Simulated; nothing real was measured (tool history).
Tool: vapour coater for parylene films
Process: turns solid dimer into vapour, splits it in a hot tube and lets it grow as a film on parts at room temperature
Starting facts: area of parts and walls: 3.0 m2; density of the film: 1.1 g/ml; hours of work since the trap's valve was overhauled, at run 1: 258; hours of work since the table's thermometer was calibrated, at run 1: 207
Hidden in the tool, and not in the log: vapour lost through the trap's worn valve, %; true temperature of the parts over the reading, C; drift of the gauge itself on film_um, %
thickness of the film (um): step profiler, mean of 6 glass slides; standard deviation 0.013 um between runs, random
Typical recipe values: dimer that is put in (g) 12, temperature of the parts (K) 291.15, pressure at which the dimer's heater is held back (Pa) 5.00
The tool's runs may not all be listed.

run	hour	dimer that is put in (g)	temperature of the parts (K)	pressure at which the dimer's heater is held back (Pa)	hours of work since the trap's valve was overhauled	hours of work since the table's thermometer was calibrated	thickness of the film (um)
1	0.0	12	291.15	5.00	258	207	1.92
2	35.7	12	291.15	5.00	283	233	1.92
3	71.3	12	291.15	9.50	309	258	1.71
4	91.2	12	291.15	6.14	323	272	1.81
5	113.3	12	291.15	5.37	339	288	1.84
6	159.4	12	291.15	5.00	371	321	1.84
7	190.1	12	291.15	5.00	393	343	1.85
8	213.3	12	291.15	5.00	410	359	1.86
9	251.6	12	291.15	5.00	437	387	1.81
10	286.7	12	291.15	5.00	462	412	1.81
11	308.2	12	291.15	5.00	477	427	1.80
12	329.2	12	291.15	5.00	492	442	1.81
13	367.5	12	288.15	2.31	520	469	2.09

Run 14 is up next; what results do you expect?
14	394.5	20	288.15	3.56	539	489	?

{"run 14": {"thickness of the film (um)": 3.26}}
Had the tool carried no hidden state, the very same run would have given thickness of the film (um) 3.73.

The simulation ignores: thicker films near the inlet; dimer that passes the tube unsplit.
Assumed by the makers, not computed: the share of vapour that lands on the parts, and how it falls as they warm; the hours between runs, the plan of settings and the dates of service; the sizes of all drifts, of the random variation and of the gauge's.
